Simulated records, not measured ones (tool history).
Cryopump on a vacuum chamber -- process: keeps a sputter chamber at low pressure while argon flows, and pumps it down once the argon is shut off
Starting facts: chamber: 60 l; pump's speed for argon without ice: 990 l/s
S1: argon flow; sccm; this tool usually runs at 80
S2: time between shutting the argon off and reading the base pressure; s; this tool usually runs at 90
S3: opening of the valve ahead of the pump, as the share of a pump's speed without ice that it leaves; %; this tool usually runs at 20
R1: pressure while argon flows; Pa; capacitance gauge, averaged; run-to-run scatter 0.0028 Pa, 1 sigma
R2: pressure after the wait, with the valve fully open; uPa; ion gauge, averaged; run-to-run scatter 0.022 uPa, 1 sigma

run     day   S1   S2  S3      R1    R2
  1   0.000   80   90  20  0.6884  1.72
  2   2.033   80   90  31  0.4560  1.86
  3   3.438   34   90  20  0.2971  1.89
  4   5.008   48   90  20  0.4252  1.97
  5   6.717   41   90  20  0.3642  2.08
  6   8.433   41   90  20  0.3700  2.16
  7  10.542   41   90  20  0.3700  2.23
     12.921  -- pump warmed up, emptied and cooled again
  8  12.921   80   90  20  0.6876  1.82
  9  14.196   80   53  20  0.6853  2.17
 10  16.692   48   53  20  0.4167  2.23
 11  19.108   72   90  20  0.6275  2.09
 12  21.171   72   90  20  0.6351  2.14
 13  22.746   80   62  20  0.7169  2.43
 14  24.725   80   62  32  0.4605  2.47
 15  26.188   80   90  20  0.7235  2.37
 16  27.538   80   90  22  0.6696  2.49
     29.342  -- pump warmed up, emptied and cooled again
 17  29.392   80   90  20  0.6893  1.98
 18  30.904   99   32  57  0.3042  2.65
 19  33.388  145   50  20  1.2703  2.35
 20  34.971  145   50  20  1.2743  2.47
 21  36.104  145   50  20  1.2756  2.56
 22  38.500   78   41  16  0.8539  2.74
 23  40.067   61   96  52  0.2260  2.47
 24  41.475   61   96  52  0.2277  2.53
 25  43.408   84   39  20  0.7668  3.14
 26  45.096   44  139  22  0.3665  2.57
     45.679  -- pump warmed up, emptied and cooled again
 27  47.367   58  139  22  0.4555  2.09
 28  49.317   58  139  22  0.4589  2.17
 29  50.625   58   90  18  0.5610  2.33
 30  51.962  156   75  16  1.6861  2.50
 31  53.546   76  122  16  0.8304  2.30
 32  56.033   80   91  38  0.3901  2.64
 33  58.554   80   91  38  0.4021  2.76
 34  59.933   89   24  15  1.0682  3.97

3 ways to go on from here, each from the tool as it stands after run 34. What would each give?
     61.979  -- pump warmed up, emptied and cooled again
  A  62.171   80  117  33   ?   ?
     61.979  -- pump warmed up, emptied and cooled again
  B  62.171  126   24  15   ?   ?
     61.979  -- pump warmed up, emptied and cooled again
  C  62.171   80   90  36   ?   ?

run      R1    R2
  A  0.4194  2.20
  B  1.4523  3.25
  C  0.3847  2.25
Without the tool's unlogged condition, the same runs would have read:
run      R1    R2
  A  0.4152  0.57
  B  1.4456  1.59
  C  0.3805  0.63
